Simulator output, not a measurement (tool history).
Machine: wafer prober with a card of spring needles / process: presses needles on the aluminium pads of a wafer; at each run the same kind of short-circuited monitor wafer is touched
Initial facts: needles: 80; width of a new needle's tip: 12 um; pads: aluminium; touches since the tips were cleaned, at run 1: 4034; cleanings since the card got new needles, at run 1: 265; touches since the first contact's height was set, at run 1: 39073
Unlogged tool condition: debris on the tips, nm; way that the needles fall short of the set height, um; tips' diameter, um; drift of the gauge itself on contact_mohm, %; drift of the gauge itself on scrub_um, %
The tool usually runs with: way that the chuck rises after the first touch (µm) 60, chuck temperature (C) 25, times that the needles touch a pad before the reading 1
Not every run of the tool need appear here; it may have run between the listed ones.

run,day,way that the chuck rises after the first touch (µm),chuck temperature (C),times that the needles touch a pad before the reading,touches since the tips were cleaned,cleanings since the card got new needles,touches since the first contact's height was set,resistance of one needle with its contact and lead (mohm),way that a needle slides on the pad (µm)
1,0.000,60,25,1,4034,265,39073,254,7.79
# day 0.088: tips cleaned on abrasive film
# day 0.504: tips cleaned on abrasive film
# day 0.838: tips cleaned on abrasive film
# day 1.254: tips cleaned on abrasive film
# day 1.671: tips cleaned on abrasive film
2,1.671,60,25,1,0,270,60302,207,7.77
# day 2.088: tips cleaned on abrasive film
# day 2.508: tips cleaned on abrasive film
# day 2.925: tips cleaned on abrasive film
# day 3.342: tips cleaned on abrasive film
# day 3.758: tips cleaned on abrasive film
# day 4.175: tips cleaned on abrasive film
3,4.254,61,25,1,1004,276,93159,226,7.82
# day 4.350: height of the first contact set anew
# day 4.600: tips cleaned on abrasive film
# day 4.933: tips cleaned on abrasive film
# day 5.354: tips cleaned on abrasive film
# day 5.771: tips cleaned on abrasive film
# day 6.188: tips cleaned on abrasive film
# day 6.604: tips cleaned on abrasive film
# day 7.012: tips cleaned on abrasive film
4,7.012,61,25,1,0,283,33890,211,7.68
# day 7.350: tips cleaned on abrasive film
# day 7.767: tips cleaned on abrasive film
# day 8.183: tips cleaned on abrasive film
# day 8.517: tips cleaned on abrasive film
# day 8.933: tips cleaned on abrasive film
# day 9.354: tips cleaned on abrasive film
5,9.371,60,25,1,216,289,63837,210,7.49
# day 9.704: tips cleaned on abrasive film
# day 10.038: tips cleaned on abrasive film
# day 10.454: tips cleaned on abrasive film
# day 10.871: tips cleaned on abrasive film
6,11.100,60,25,1,2924,293,85873,251,7.43
# day 11.271: tips cleaned on abrasive film
# day 11.688: tips cleaned on abrasive film
# day 11.783: height of the first contact set anew
# day 12.117: tips cleaned on abrasive film
# day 12.533: tips cleaned on abrasive film
# day 12.867: tips cleaned on abrasive film
7,13.167,60,25,1,3866,298,17670,255,7.82
# day 13.254: tips cleaned on abrasive film
# day 13.671: tips cleaned on abrasive film
# day 14.092: tips cleaned on abrasive film
# day 14.425: tips cleaned on abrasive film
# day 14.842: tips cleaned on abrasive film
# day 15.258: tips cleaned on abrasive film
# day 15.675: tips cleaned on abrasive film
# day 16.092: tips cleaned on abrasive film
8,16.421,60,25,1,4211,306,59043,259,7.75
# day 16.508: tips cleaned on abrasive film
# day 16.925: tips cleaned on abrasive film
# day 17.267: height of the first contact set anew, once more
# day 17.354: tips cleaned on abrasive film
# day 17.771: tips cleaned on abrasive film
# day 18.188: tips cleaned on abrasive film
# day 18.604: tips cleaned on abrasive film
# day 19.021: tips cleaned on abrasive film
# day 19.442: tips cleaned on abrasive film
# day 19.858: tips cleaned on abrasive film
9,19.929,60,25,1,900,315,33815,224,7.84
# day 20.262: tips cleaned on abrasive film
# day 20.679: tips cleaned on abrasive film
# day 21.012: tips cleaned on abrasive film
# day 21.429: tips cleaned on abrasive film
# day 21.767: tips cleaned on abrasive film
# day 22.183: tips cleaned on abrasive film
# day 22.600: tips cleaned on abrasive film
10,22.683,60,25,1,1064,322,68857,224,7.73
# day 22.942: tips cleaned on abrasive film
# day 23.275: tips cleaned on abrasive film
# day 23.692: tips cleaned on abrasive film
# day 24.108: tips cleaned on abrasive film
# day 24.446: tips cleaned on abrasive film
11,24.550,60,25,1,1335,327,92580,232,7.64
# day 24.725: height of the first contact set anew
# day 24.812: tips cleaned on abrasive film
# day 25.229: tips cleaned on abrasive film
# day 25.646: tips cleaned on abrasive film
# day 26.067: tips cleaned on abrasive film
# day 26.483: tips cleaned on abrasive film
12,26.596,60,54,3,1489,332,23788,221,7.82
# day 26.850: tips cleaned on abrasive film
# day 27.267: tips cleaned on abrasive film
# day 27.683: tips cleaned on abrasive film
# day 28.100: tips cleaned on abrasive film
# day 28.517: tips cleaned on abrasive film
# day 28.938: tips cleaned on abrasive film
# day 29.354: tips cleaned on abrasive film
# day 29.771: tips cleaned on abrasive film
13,30.012,60,54,3,3112,340,67249,229,7.74
# day 30.183: tips cleaned on abrasive film
# day 30.517: tips cleaned on abrasive film
# day 30.933: tips cleaned on abrasive film
# day 31.350: tips cleaned on abrasive film
# day 31.767: tips cleaned on abrasive film
14,32.096,60,47,1,4198,345,93744,274,7.68
# day 32.179: tips cleaned on abrasive film
# day 32.192: height of the first contact set anew
# day 32.529: tips cleaned on abrasive film
# day 32.946: tips cleaned on abrasive film
# day 33.362: tips cleaned on abrasive film
# day 33.779: tips cleaned on abrasive film
# day 34.196: tips cleaned on abrasive film
# day 34.529: tips cleaned on abrasive film
# day 34.950: tips cleaned on abrasive film
# day 35.362: tips cleaned on abrasive film
15,35.362,60,47,1,0,354,40296,213,7.80
# day 35.779: tips cleaned on abrasive film
# day 36.196: tips cleaned on abrasive film
# day 36.612: tips cleaned on abrasive film
# day 37.029: tips cleaned on abrasive film
# day 37.446: tips cleaned on abrasive film
# day 37.946: card fitted with new needles
# day 38.283: tips cleaned on abrasive film
# day 38.700: tips cleaned on abrasive film
16,38.888,43,25,1,2434,2,11991,230,5.63
# day 39.058: tips cleaned on abrasive film
# day 39.475: tips cleaned on abrasive film
# day 39.808: tips cleaned on abrasive film
# day 40.225: tips cleaned on abrasive film
# day 40.646: tips cleaned on abrasive film
17,40.925,43,34,1,3600,7,37890,241,5.59
# day 41.012: tips cleaned on abrasive film
# day 41.429: tips cleaned on abrasive film
# day 41.846: tips cleaned on abrasive film
# day 42.262: tips cleaned on abrasive film
# day 42.679: tips cleaned on abrasive film
# day 43.096: tips cleaned on abrasive film
# day 43.512: tips cleaned on abrasive film
# day 43.929: tips cleaned on abrasive film
# day 44.317: tips cleaned on abrasive film
18,44.317,43,34,1,0,16,81040,207,5.46
# day 44.738: tips cleaned on abrasive film
# day 45.071: tips cleaned on abrasive film
# day 45.412: height of the first contact set anew
# day 45.500: tips cleaned on abrasive film
# day 45.917: tips cleaned on abrasive film
# day 46.333: tips cleaned on abrasive film
# day 46.750: tips cleaned on abrasive film
19,46.988,43,34,1,3046,22,20035,243,5.60
# day 47.158: tips cleaned on abrasive film
# day 47.575: tips cleaned on abrasive film
# day 47.992: tips cleaned on abrasive film
# day 48.408: tips cleaned on abrasive film
# day 48.746: tips cleaned on abrasive film
# day 49.162: tips cleaned on abrasive film
# day 49.504: tips cleaned on abrasive film
20,49.504,60,87,1,0,29,51998,214,7.75
# day 49.838: tips cleaned on abrasive film
# day 50.254: tips cleaned on abrasive film
# day 50.675: tips cleaned on abrasive film
# day 51.092: tips cleaned on abrasive film
21,51.188,60,87,1,1264,33,73439,224,7.72

Hidden state or all else? Some run-to-run changes of resistance of one needle with its contact and lead (mohm), split into what the settings, what came in and random variation would give without the hidden state, and what is left for the hidden state (with any gauge scatter that isn't in both results):
Run 1 -> 2: tips cleaned on abrasive film, tips cleaned on abrasive film, tips cleaned on abrasive film, tips cleaned on abrasive film, tips cleaned on abrasive film. resistance of one needle with its contact and lead (mohm) -47: hidden state -50, all else +3.
Run 14 -> 15: tips cleaned on abrasive film, height of the first contact set anew, tips cleaned on abrasive film, tips cleaned on abrasive film, tips cleaned on abrasive film, tips cleaned on abrasive film, tips cleaned on abrasive film, tips cleaned on abrasive film, tips cleaned on abrasive film, tips cleaned on abrasive film. resistance of one needle with its contact and lead (mohm) -61: hidden state -63, all else +2.
